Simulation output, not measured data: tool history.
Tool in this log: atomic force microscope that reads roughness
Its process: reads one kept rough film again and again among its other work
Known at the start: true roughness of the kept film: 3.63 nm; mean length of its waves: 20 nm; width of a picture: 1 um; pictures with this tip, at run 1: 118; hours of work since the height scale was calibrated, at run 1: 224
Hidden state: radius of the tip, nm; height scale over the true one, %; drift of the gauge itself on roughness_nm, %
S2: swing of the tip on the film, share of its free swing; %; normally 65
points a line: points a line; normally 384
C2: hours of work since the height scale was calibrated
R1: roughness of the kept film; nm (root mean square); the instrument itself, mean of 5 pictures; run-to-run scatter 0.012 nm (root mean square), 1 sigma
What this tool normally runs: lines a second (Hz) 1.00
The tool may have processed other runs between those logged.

Run 1, day 0.000: usual settings; pictures with this tip 118; C2 224. Result: R1 2.404 nm (root mean square).
Run 2, day 0.300: usual settings; pictures with this tip 133; C2 230. Result: R1 2.358 nm (root mean square).
Run 3, day 0.542: usual settings; pictures with this tip 144; C2 234. Result: R1 2.324 nm (root mean square).
Run 4, day 0.808: usual settings but points a line 477; pictures with this tip 157; C2 239. Result: R1 2.324 nm (root mean square).
Run 5, day 1.167: usual settings but points a line 477; pictures with this tip 175; C2 246. Result: R1 2.272 nm (root mean square).
Run 6, day 1.392: usual settings but points a line 477; pictures with this tip 186; C2 250. Result: R1 2.263 nm (root mean square).
Run 7, day 1.662: usual settings but points a line 477; pictures with this tip 199; C2 255. Result: R1 2.215 nm (root mean square).
Run 8, day 1.979: usual settings but S2 74 %; pictures with this tip 214; C2 261. Result: R1 2.134 nm (root mean square).
Run 9, day 2.238: usual settings but lines a second (Hz) 3.07, S2 74 %; pictures with this tip 227; C2 266. Result: R1 1.922 nm (root mean square).
Run 10, day 2.554: usual settings but lines a second (Hz) 3.07, S2 74 %; pictures with this tip 242; C2 272. Result: R1 1.900 nm (root mean square).
Run 11, day 2.942: usual settings but lines a second (Hz) 3.07, S2 74 %; pictures with this tip 261; C2 279. Result: R1 1.867 nm (root mean square).
Run 12, day 3.242: usual settings but lines a second (Hz) 3.07, S2 74 %; pictures with this tip 276; C2 284. Result: R1 1.827 nm (root mean square).
Run 13, day 3.504: usual settings; pictures with this tip 288; C2 289. Result: R1 2.031 nm (root mean square).
Run 14, day 3.829: usual settings but S2 82 %; pictures with this tip 304; C2 295. Result: R1 1.897 nm (root mean square).
At day 4.104: new tip fitted.
Run 15, day 4.133: usual settings but S2 82 %; pictures with this tip 1; C2 300. Result: R1 2.580 nm (root mean square).
At day 4.196: height scale calibrated on a step standard.
Run 16, day 4.588: usual settings but points a line 676; pictures with this tip 21; C2 7. Result: R1 2.643 nm (root mean square).
Run 17, day 4.812: usual settings but points a line 676; pictures with this tip 32; C2 11. Result: R1 2.646 nm (root mean square).
Run 18, day 5.200: usual settings but points a line 676; pictures with this tip 51; C2 19. Result: R1 2.592 nm (root mean square).
At day 5.333: height scale calibrated on a step standard, once more.
Run 19, day 5.617: usual settings; pictures with this tip 69; C2 5. Result: R1 2.510 nm (root mean square).
Run 20, day 5.842: usual settings; pictures with this tip 80; C2 9. Result: R1 2.490 nm (root mean square).
Run 21, day 6.112: usual settings; pictures with this tip 93; C2 14. Result: R1 2.446 nm (root mean square).
Run 22, day 6.396: usual settings but lines a second (Hz) 2.33; pictures with this tip 107; C2 20. Result: R1 2.337 nm (root mean square).
Run 23, day 6.575: usual settings but lines a second (Hz) 0.56, S2 85 %, points a line 553; pictures with this tip 116; C2 23. Result: R1 2.356 nm (root mean square).
Run 24, day 6.742: usual settings but lines a second (Hz) 3.01, S2 87 %, points a line 309; pictures with this tip 124; C2 26. Result: R1 1.899 nm (root mean square).
Run 25, day 6.925: usual settings but lines a second (Hz) 1.11, S2 84 %, points a line 715; pictures with this tip 133; C2 29. Result: R1 2.227 nm (root mean square).
Run 26, day 7.225: usual settings but lines a second (Hz) 1.82, S2 58 %, points a line 447; pictures with this tip 147; C2 35. Result: R1 2.311 nm (root mean square).
Run 27, day 7.600: usual settings but lines a second (Hz) 1.82, S2 59 %, points a line 343; pictures with this tip 165; C2 42. Result: R1 2.232 nm (root mean square).
Run 28, day 7.942: usual settings but lines a second (Hz) 0.58, S2 59 %, points a line 877; pictures with this tip 182; C2 48. Result: R1 2.295 nm (root mean square).
Run 29, day 8.225: usual settings but lines a second (Hz) 0.58, S2 59 %, points a line 877; pictures with this tip 196; C2 53. Result: R1 2.251 nm (root mean square).
Run 30, day 8.429: usual settings but lines a second (Hz) 0.58, S2 59 %, points a line 877; pictures with this tip 206; C2 57. Result: R1 2.235 nm (root mean square).
Run 31, day 8.667: usual settings but lines a second (Hz) 0.68, S2 61 %, points a line 896; pictures with this tip 217; C2 62. Result: R1 2.216 nm (root mean square).
Run 32, day 8.867: usual settings but lines a second (Hz) 0.68, S2 61 %, points a line 896; pictures with this tip 227; C2 65. Result: R1 2.200 nm (root mean square).
Run 33, day 9.162: usual settings but lines a second (Hz) 0.79, S2 85 %, points a line 400; pictures with this tip 241; C2 71. Result: R1 2.044 nm (root mean square).
Run 34, day 9.396: usual settings but lines a second (Hz) 2.08, S2 63 %, points a line 400; pictures with this tip 253; C2 75. Result: R1 2.053 nm (root mean square).
Run 35, day 9.617: usual settings but lines a second (Hz) 2.08, S2 69 %, points a line 268; pictures with this tip 264; C2 79. Result: R1 1.935 nm (root mean square).
Run 36, day 9.854: usual settings but lines a second (Hz) 0.90; pictures with this tip 275; C2 84. Result: R1 2.026 nm (root mean square).
Run 37, day 10.150: usual settings but lines a second (Hz) 0.90; pictures with this tip 289; C2 89. Result: R1 2.010 nm (root mean square).
Run 38, day 10.504: usual settings but lines a second (Hz) 0.99, S2 60 %, points a line 923; pictures with this tip 307; C2 96. Result: R1 2.017 nm (root mean square).
At day 10.708: new tip fitted.
Run 39, day 10.708: usual settings but lines a second (Hz) 0.99, S2 60 %, points a line 923; pictures with this tip 0; C2 99. Result: R1 2.785 nm (root mean square).
Run 40, day 11.008: usual settings but lines a second (Hz) 0.99, S2 60 %, points a line 923; pictures with this tip 14; C2 104. Result: R1 2.742 nm (root mean square).
Run 41, day 11.350: usual settings but lines a second (Hz) 0.87, S2 76 %, points a line 561; pictures with this tip 31; C2 111. Result: R1 2.612 nm (root mean square).

Per-run results on a tool with no hidden state, each run keeping its own random variation:
run     R1
  1  2.781
  2  2.774
  3  2.766
  4  2.799
  5  2.787
  6  2.812
  7  2.787
  8  2.724
  9  2.483
 10  2.489
 11  2.488
 12  2.468
 13  2.774
 14  2.632
 15  2.649
 16  2.782
 17  2.821
 18  2.817
 19  2.770
 20  2.781
 21  2.772
 22  2.685
 23  2.735
 24  2.223
 25  2.637
 26  2.776
 27  2.734
 28  2.859
 29  2.847
 30  2.854
 31  2.856
 32  2.863
 33  2.696
 34  2.741
 35  2.608
 36  2.760
 37  2.771
 38  2.825
 39  2.848
 40  2.847
 41  2.763
